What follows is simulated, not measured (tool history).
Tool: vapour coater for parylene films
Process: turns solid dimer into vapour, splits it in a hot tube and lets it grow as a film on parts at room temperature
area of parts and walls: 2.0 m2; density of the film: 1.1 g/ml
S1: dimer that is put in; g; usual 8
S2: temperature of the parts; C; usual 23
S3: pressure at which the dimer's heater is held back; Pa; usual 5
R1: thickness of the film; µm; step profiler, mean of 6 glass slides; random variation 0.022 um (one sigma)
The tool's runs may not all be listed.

run   hour  S1  S2     S3    R1
  1      0   8  23      5  2.55
  2   10.1   8  23      5  2.52
  3   24.6   8  23      5  2.53
  4   35.4   8  23      5  2.52
  5   49.3   8  22      5  2.63
  6   56.3   8  22      5  2.61
  7   70.4   8  22      5  2.61
  8   78.8   8  22      5  2.62
  9   92.1   8  22      5  2.65
 10  101.6   8  30      5  1.94
 11  109.1   8  23      5  2.51
 12  121.1   8  23      5  2.49
 13  129.5   8  23      5  2.53
 14  136.6   8  31      5  1.84
 15  152.8   8  23  10.52   2.3
 16  168.5   8  23  10.52  2.26
 17    180   8  23  10.52  2.26
 18    189  11  23      5  3.46
 19  205.3   8  23   6.05  2.47
 20  221.9   8  17      5  3.15
 21  229.5   8  17      5  3.23
 22    241   8  17      5  3.19
 23  252.1   8  17      5  3.16
 24  261.9   8  17      5  3.17
 25  279.3   8  17   8.41  2.93
 26  286.9   4  23   3.84  1.32
 27  301.4   5  18   11.3  1.71
 28    311   9  18   2.29  3.86
 29  319.3   9  18   2.29  3.87
 30  328.7  11  27      5  2.92
     336.4  -- trap's valve overhauled
 31  349.4   9  28   8.17  2.19
 32  358.3   9  28   8.17  2.18
 33  371.6   9  30   4.12  2.25
 34  383.3   9  30   4.12  2.21
 35  397.5   9  30   4.12  2.22
 36  405.8   5  30    3.2  1.26
 37  421.3   5  30    3.2  1.25
 38  431.4   6  18   4.29  2.34
 39    447  12  25   4.29  3.57
 40  459.2  10  16   2.89  4.49
 41  475.7  10  16   2.89  4.39
 42  483.3  10  16   2.89  4.49
 43  496.4  10  16   2.89  4.42
 44  509.8   7  23      5   2.2
 45  519.5   7  23      5  2.24
 46  531.4   7  23      5  2.21

5 ways to go on from here, each from the tool as it stands after run 46. What would each give?
  A  542.5   8  19  7.92   ?
  B  542.5   3  23  5.83   ?
  C  542.5   7  34  2.16   ?
  D  542.5   8  20     5   ?
  E  542.5   5  25  2.47   ?

run    R1
  A  2.76
  B  0.93
  C  1.67
  D  2.78
  E   1.6
Without the tool's hidden state the same runs would have given:
run    R1
  A  2.77
  B  0.93
  C  1.68
  D  2.79
  E  1.61

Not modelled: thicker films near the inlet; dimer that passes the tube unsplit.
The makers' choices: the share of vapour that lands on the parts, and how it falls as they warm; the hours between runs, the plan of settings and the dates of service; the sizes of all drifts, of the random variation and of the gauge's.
